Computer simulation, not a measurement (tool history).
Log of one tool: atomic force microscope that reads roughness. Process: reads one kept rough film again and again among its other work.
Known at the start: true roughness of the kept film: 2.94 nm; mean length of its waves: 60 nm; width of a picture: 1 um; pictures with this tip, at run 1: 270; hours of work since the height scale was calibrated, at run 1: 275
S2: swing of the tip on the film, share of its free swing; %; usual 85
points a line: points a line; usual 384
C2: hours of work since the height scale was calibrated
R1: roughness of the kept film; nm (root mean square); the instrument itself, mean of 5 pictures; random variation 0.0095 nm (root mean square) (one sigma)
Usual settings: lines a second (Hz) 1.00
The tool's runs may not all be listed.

run 1 hour=0.0 | lines_a_second_(Hz)=1.00 S2=85 points_a_line=384 | pictures_with_this_tip=270 C2=275 | R1=2.629
run 2 hour=7.9 | lines_a_second_(Hz)=1.00 S2=85 points_a_line=384 | pictures_with_this_tip=281 C2=281 | R1=2.643
run 3 hour=19.5 | lines_a_second_(Hz)=1.00 S2=58 points_a_line=384 | pictures_with_this_tip=298 C2=289 | R1=2.756
run 4 hour=27.6 | lines_a_second_(Hz)=1.00 S2=58 points_a_line=384 | pictures_with_this_tip=310 C2=294 | R1=2.766
-- hour=30.4 new tip fitted
run 5 hour=40.4 | lines_a_second_(Hz)=1.00 S2=58 points_a_line=384 | pictures_with_this_tip=15 C2=302 | R1=2.812
run 6 hour=50.4 | lines_a_second_(Hz)=1.00 S2=85 points_a_line=384 | pictures_with_this_tip=29 C2=309 | R1=2.686
run 7 hour=61.2 | lines_a_second_(Hz)=1.00 S2=67 points_a_line=384 | pictures_with_this_tip=45 C2=316 | R1=2.788
run 8 hour=72.5 | lines_a_second_(Hz)=1.00 S2=67 points_a_line=384 | pictures_with_this_tip=61 C2=324 | R1=2.809
run 9 hour=84.6 | lines_a_second_(Hz)=0.88 S2=79 points_a_line=384 | pictures_with_this_tip=78 C2=332 | R1=2.730
run 10 hour=90.3 | lines_a_second_(Hz)=0.88 S2=79 points_a_line=384 | pictures_with_this_tip=87 C2=336 | R1=2.734
run 11 hour=97.0 | lines_a_second_(Hz)=1.00 S2=77 points_a_line=948 | pictures_with_this_tip=96 C2=341 | R1=2.729
run 12 hour=105.6 | lines_a_second_(Hz)=1.00 S2=77 points_a_line=948 | pictures_with_this_tip=109 C2=347 | R1=2.730

How the hidden state differs across the entries between the runs, from the last listed run before each to the first after it:
Between runs 4 and 5: new tip fitted (hour 30.4)
  radius of the tip, nm: 14.3 -> 7.9
  measured less the result without the state, R1: -0.059 -> -0.003 nm (root mean square)
